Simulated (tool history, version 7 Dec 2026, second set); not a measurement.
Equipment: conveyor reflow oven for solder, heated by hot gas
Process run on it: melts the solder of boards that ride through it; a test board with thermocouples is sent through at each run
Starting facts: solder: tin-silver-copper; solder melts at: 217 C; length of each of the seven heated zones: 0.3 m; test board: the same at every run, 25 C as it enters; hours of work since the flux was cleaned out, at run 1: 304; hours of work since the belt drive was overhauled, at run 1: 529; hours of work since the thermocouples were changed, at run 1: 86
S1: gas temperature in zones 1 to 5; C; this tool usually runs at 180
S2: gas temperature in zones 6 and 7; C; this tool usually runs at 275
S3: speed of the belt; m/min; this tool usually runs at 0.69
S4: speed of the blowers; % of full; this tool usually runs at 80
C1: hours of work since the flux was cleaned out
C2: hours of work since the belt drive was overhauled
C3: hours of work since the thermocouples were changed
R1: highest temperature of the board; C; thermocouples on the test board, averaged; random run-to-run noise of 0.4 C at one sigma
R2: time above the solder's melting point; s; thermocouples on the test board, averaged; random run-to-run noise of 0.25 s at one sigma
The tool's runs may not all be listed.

run	hour	S1	S2	S3	S4	C1	C2	C3	R1	R2
1	0	180	275	0.69	80	304	529	86	259.2	43.8
2	40.5	180	275	0.69	80	323	548	105	259.5	44
3	70	180	275	0.69	80	337	561	119	258.9	44
4	100	180	275	0.69	80	351	575	133	259.1	44.3
5	140.8	180	275	0.69	80	370	594	152	259.6	44.2
6	159.5	180	275	0.69	80	378	603	161	259.3	44.2
7	201.9	180	275	0.69	80	398	623	180	259.7	44.2
8	236.1	178	275	0.69	80	414	639	196	259.1	43.3
9	268.4	180	275	0.69	80	429	654	211	258.7	43.9
10	303.2	180	275	0.69	80	445	670	228	259	43.8
# hour 321.2: flux residue cleaned out of gas plates and filters
11	328.4	180	275	0.822	80	3	679	237	256.3	35.3
12	359.9	180	275	0.69	52	18	694	252	252.6	40.5
13	401.5	180	275	0.69	80	37	713	271	261.2	44.8
14	432	180	275	0.786	80	52	728	285	256.6	37.8
15	472.2	180	275	0.69	88	70	746	304	263.2	45.8
16	497.5	180	275	0.69	80	82	758	316	261.4	45
17	536.1	180	275	0.69	80	100	776	334	261.9	45
18	573.1	180	275	0.69	80	117	793	351	261.2	45.6
19	610.1	180	275	0.616	80	135	811	368	264.4	52.6
20	643.2	180	275	0.616	80	150	826	384	264.2	52.6
21	674.8	180	275	0.677	53	165	841	398	254.5	41.9
22	694.9	180	272	0.677	54	174	850	408	252.3	41
23	737.2	177	288	0.575	65	194	870	427	274.8	58.4
24	779.3	188	287	0.565	65	213	889	447	275.6	63.4
25	821.9	182	282	0.674	74	233	909	467	267.2	49
26	850.2	190	275	0.69	80	246	922	480	262.6	48.4
27	883.3	181	279	0.607	55	262	938	495	262.6	51.7
28	901	189	278	0.707	78	270	946	504	264	47.2
29	944.8	180	283	0.69	62	290	966	524	263.1	45.7
30	977.4	180	275	0.69	82	306	982	539	261.5	45.4
31	1012	184	280	0.609	83	322	998	555	270	56.5

Forecast each of these 3 alternatives for the next run:
A	1054	190	275	0.803	80	341	1017	575	?	?
B	1054	184	275	0.69	54	341	1017	575	?	?
C	1054	176	275	0.659	80	341	1017	575	?	?

run	R1	R2
A	257.2	39.1
B	254.7	42.8
C	261.5	47.1
With no hidden state in the tool, these same runs would have given:
run	R1	R2
A	257.3	38.5
B	254.1	41.8
C	261.3	46.3
